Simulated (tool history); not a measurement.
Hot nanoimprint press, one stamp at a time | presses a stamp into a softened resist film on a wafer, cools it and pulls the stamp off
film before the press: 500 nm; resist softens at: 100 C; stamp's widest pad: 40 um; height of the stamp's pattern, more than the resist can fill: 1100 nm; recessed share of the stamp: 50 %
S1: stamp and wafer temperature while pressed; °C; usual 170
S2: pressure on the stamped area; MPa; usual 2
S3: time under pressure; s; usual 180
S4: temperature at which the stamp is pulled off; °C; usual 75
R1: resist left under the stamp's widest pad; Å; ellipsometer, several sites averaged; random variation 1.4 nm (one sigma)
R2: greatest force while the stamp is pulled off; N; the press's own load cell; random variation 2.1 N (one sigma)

run	day	S1	S2	S3	S4	R1	R2
1	0	170	2	180	75	2394	115
2	0.379	170	2	111	75	2827	116
3	0.633	170	2	311	75	1952	117
4	0.988	170	2	311	75	1962	120
5	1.412	170	1.37	180	75	2808	121
6	1.721	170	1.37	180	75	2823	121
7	1.9	170	1.37	180	75	2819	115
8	2.112	170	1.37	180	75	2861	124
9	2.342	170	1.63	112	75	3039	117
10	2.629	170	2.2	347	68	1830	136
11	2.958	170	1.9	347	68	1932	133
12	3.217	179	2	272	75	1377	123
13	3.5	167	2	126	75	3114	123

Hidden state or all else? Some run-to-run changes of R1, split into what the settings, what came in and random variation would give without the hidden state, and what is left for the hidden state (with any gauge scatter that isn't in both results):
The hidden state here: true temperature over the reading, C; pressure that arrives at the usual setting, %; grip of the stamp's worn release coat, % over a new coat's; drift of the gauge itself on residual_nm, %; drift of the gauge itself on pull_off_n, %.
Run 12 -> 13: S1 179 -> 167, S3 272 -> 126. R1 +1737 Å: hidden state +95, all else +1642.
